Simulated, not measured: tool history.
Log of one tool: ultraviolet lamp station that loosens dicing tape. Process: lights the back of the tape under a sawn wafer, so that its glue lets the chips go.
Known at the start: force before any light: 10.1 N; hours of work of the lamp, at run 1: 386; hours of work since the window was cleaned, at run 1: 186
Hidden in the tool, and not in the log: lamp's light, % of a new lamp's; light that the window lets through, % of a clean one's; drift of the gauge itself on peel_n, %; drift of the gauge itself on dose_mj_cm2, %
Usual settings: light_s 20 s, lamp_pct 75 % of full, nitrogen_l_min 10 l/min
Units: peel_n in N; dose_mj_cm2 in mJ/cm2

run,hour,light_s,lamp_pct,nitrogen_l_min,hours of work of the lamp,hours of work since the window was cleaned,peel_n,dose_mj_cm2
1,0,20,75,10,386,186,0.61,456
2,6.2,20,75,10,390,190,0.597,451
3,19.6,20,75,10,399,199,0.593,451
4,33,20,75,10,408,208,0.585,450
5,41.1,20,82,10,414,213,0.465,490
6,56,20,82,10,424,223,0.459,491
7,70.6,20,82,10,433,233,0.462,492
8,77.5,20,82,10,438,237,0.455,497
9,86.7,15,75,10,444,244,1.149,339
# hour 91.2: window cleaned of glue's vapour
10,95.2,15,75,10,449,3,1.176,340
11,109.9,15,75,10,459,12,1.126,340
12,122,20,81,10,467,20,0.473,489
13,129.7,20,81,10,472,26,0.481,487
14,141.7,20,75,8,480,33,0.739,456
15,148.2,20,75,8,484,38,0.771,452
16,162.4,20,74,8,494,47,0.766,447
17,169,18,75,10,498,52,0.779,407
18,184.1,20,75,7,508,62,0.849,456
19,196.8,12,76,5,517,70,2.632,274
20,210.4,20,84,10,526,79,0.441,505
21,224.8,12,65,5,535,89,3.283,232
22,234.1,20,67,4,541,95,1.831,405
23,243.6,13,67,13,548,101,1.555,263
24,254.5,13,67,13,555,108,1.55,259
25,266.7,13,85,13,563,116,0.968,330
26,279.5,13,85,13,572,125,0.993,333
27,287.9,26,75,4,577,130,0.809,587
28,301.2,26,75,4,586,139,0.801,591
29,312.6,30,90,14,593,147,0.09,816
30,325,30,90,14,602,155,0.084,806
31,333.9,19,75,10,608,161,0.66,428
32,340.1,14,82,8,612,165,1.397,344
33,346.9,14,83,8,616,170,1.338,350

How the hidden state differs across the entries between the runs, from the last listed run before each to the first after it:
Between runs 9 and 10: window cleaned of glue's vapour (hour 91.2)
  light that the window lets through, % of a clean one's: 99.9 -> 100

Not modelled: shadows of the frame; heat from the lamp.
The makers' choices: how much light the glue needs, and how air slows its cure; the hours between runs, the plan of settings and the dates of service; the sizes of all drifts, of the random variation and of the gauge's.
